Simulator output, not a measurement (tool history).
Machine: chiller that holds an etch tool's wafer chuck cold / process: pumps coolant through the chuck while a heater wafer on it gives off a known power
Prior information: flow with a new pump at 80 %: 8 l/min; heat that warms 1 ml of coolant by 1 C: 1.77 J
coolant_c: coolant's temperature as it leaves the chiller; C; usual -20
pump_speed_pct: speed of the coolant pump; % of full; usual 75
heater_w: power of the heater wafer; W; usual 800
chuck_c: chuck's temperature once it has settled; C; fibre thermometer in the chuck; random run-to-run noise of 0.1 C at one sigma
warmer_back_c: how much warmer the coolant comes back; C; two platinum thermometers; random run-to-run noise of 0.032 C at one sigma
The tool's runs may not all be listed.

| run | hour | coolant_c | pump_speed_pct | heater_w | chuck_c | warmer_back_c |
|---|---|---|---|---|---|---|
| 1 | 0 | -20 | 75 | 800 | -11.7 | 4.01 |
| 2 | 123.8 | -20 | 75 | 800 | -11.6 | 3.96 |
| 3 | 210.3 | -20 | 99 | 800 | -13.1 | 2.97 |
| 4 | 382.5 | -20 | 61 | 800 | -10.2 | 4.86 |
| 5 | 519.6 | -20 | 75 | 800 | -11.5 | 3.95 |
| 6 | 704.6 | -19 | 75 | 800 | -10.4 | 3.99 |
|  | 792.1 | coolant changed, channels flushed |
| 7 | 853.8 | -20 | 75 | 1184 | -8.9 | 5.99 |
| 8 | 949.7 | -20 | 75 | 800 | -12.4 | 4.04 |
| 9 | 1083.4 | -20 | 75 | 800 | -12.3 | 3.97 |
| 10 | 1162.5 | -20 | 75 | 800 | -12.1 | 3.99 |
| 11 | 1297.2 | -20 | 75 | 800 | -12.1 | 4.03 |
| 12 | 1400.3 | -20 | 75 | 800 | -12.2 | 3.97 |
| 13 | 1486.6 | -20 | 75 | 800 | -12 | 3.98 |
| 14 | 1639.5 | -20 | 75 | 800 | -12 | 4.01 |
| 15 | 1788.7 | -20 | 79 | 800 | -12.1 | 3.83 |
| 16 | 1956 | -20 | 79 | 800 | -12 | 3.83 |
| 17 | 2108.5 | -15 | 92 | 799 | -8 | 3.35 |
| 18 | 2244.4 | -11 | 82 | 699 | -4.4 | 3.29 |
| 19 | 2425.4 | -11 | 82 | 699 | -4.2 | 3.25 |
| 20 | 2536.3 | -11 | 81 | 452 | -6.3 | 2.09 |
| 21 | 2684.1 | -11 | 81 | 452 | -6.4 | 2.1 |
| 22 | 2852.9 | -30 | 66 | 452 | -24.5 | 2.64 |
| 23 | 3040.3 | -30 | 66 | 452 | -24.7 | 2.7 |
| 24 | 3167.8 | -30 | 66 | 452 | -24.5 | 2.65 |
| 25 | 3253.9 | -26 | 82 | 955 | -16.6 | 4.5 |
| 26 | 3441 | -26 | 69 | 955 | -15.1 | 5.37 |
| 27 | 3612.9 | -28 | 83 | 403 | -23.7 | 1.9 |
| 28 | 3693.3 | -21 | 75 | 800 | -12.2 | 4.14 |
| 29 | 3789 | -20 | 68 | 533 | -13.5 | 3.12 |
| 30 | 3896 | -12 | 67 | 1177 | 1.7 | 6.89 |
|  | 3975.5 | chiller's thermometer calibrated |
| 31 | 4053.9 | -26 | 66 | 788 | -16.9 | 4.68 |

Branching from run 31: 4 alternative next runs. What would each branch give?
| A | 4150.4 | -20 | 75 | 401 | ? | ? |
| B | 4150.4 | -14 | 66 | 430 | ? | ? |
| C | 4150.4 | -29 | 66 | 788 | ? | ? |
| D | 4150.4 | -14 | 87 | 414 | ? | ? |

| run | chuck_c | warmer_back_c |
|---|---|---|
| A | -15.8 | 2.12 |
| B | -8.9 | 2.57 |
| C | -20 | 4.69 |
| D | -10 | 1.93 |
With no hidden state in the tool, these same runs would have given:
| run | chuck_c | warmer_back_c |
|---|---|---|
| A | -16.5 | 1.83 |
| B | -9.8 | 2.21 |
| C | -21.5 | 4.04 |
| D | -10.7 | 1.67 |
